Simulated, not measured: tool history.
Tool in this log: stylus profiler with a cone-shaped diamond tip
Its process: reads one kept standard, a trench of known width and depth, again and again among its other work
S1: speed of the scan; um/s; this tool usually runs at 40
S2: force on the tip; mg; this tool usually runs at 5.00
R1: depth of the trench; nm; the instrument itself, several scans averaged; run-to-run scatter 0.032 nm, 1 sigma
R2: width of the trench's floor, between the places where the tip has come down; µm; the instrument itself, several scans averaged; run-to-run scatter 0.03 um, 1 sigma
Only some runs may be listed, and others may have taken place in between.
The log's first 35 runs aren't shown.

Run 36, hour 470.0: usual settings but S1 16 um/s, S2 10.57 mg. Result: R1 204.62 nm, R2 46.98 µm.
Run 37, hour 481.2: usual settings but S1 136 um/s, S2 2.98 mg. Result: R1 201.97 nm, R2 46.61 µm.
Run 38, hour 498.4: usual settings but S1 85 um/s. Result: R1 202.83 nm, R2 46.81 µm.
Run 39, hour 509.6: usual settings but S1 85 um/s. Result: R1 202.82 nm, R2 46.84 µm.
Run 40, hour 517.8: usual settings but S1 61 um/s, S2 10.50 mg. Result: R1 204.63 nm, R2 46.87 µm.
Run 41, hour 531.4: usual settings but S1 20 um/s, S2 3.91 mg. Result: R1 202.35 nm, R2 46.91 µm.
Run 42, hour 550.5: usual settings but S1 81 um/s, S2 7.49 mg. Result: R1 203.67 nm, R2 46.84 µm.
Run 43, hour 558.4: usual settings but S1 11 um/s, S2 8.64 mg. Result: R1 204.05 nm, R2 46.99 µm.
Run 44, hour 569.7: usual settings but S1 87 um/s, S2 3.03 mg. Result: R1 202.03 nm, R2 46.73 µm.

Predict each of these 4 candidate next runs independently; none follows another, all start after run 44:
Run A, hour 581.5: usual settings but S1 100 um/s, S2 11.49 mg. Result: R1 ?, R2 ?.
Run B, hour 581.5: usual settings but S1 87 um/s, S2 2.52 mg. Result: R1 ?, R2 ?.
Run C, hour 581.5: usual settings but S1 101 um/s. Result: R1 ?, R2 ?.
Run D, hour 581.5: usual settings but S1 27 um/s, S2 2.12 mg. Result: R1 ?, R2 ?.

run      R1     R2
  A  204.92  46.86
  B  201.76  46.76
  C  202.83  46.77
  D  201.56  46.89
Without the tool's hidden state the same runs would have given:
run      R1     R2
  A  204.91  47.12
  B  201.75  47.01
  C  202.82  47.03
  D  201.55  47.15

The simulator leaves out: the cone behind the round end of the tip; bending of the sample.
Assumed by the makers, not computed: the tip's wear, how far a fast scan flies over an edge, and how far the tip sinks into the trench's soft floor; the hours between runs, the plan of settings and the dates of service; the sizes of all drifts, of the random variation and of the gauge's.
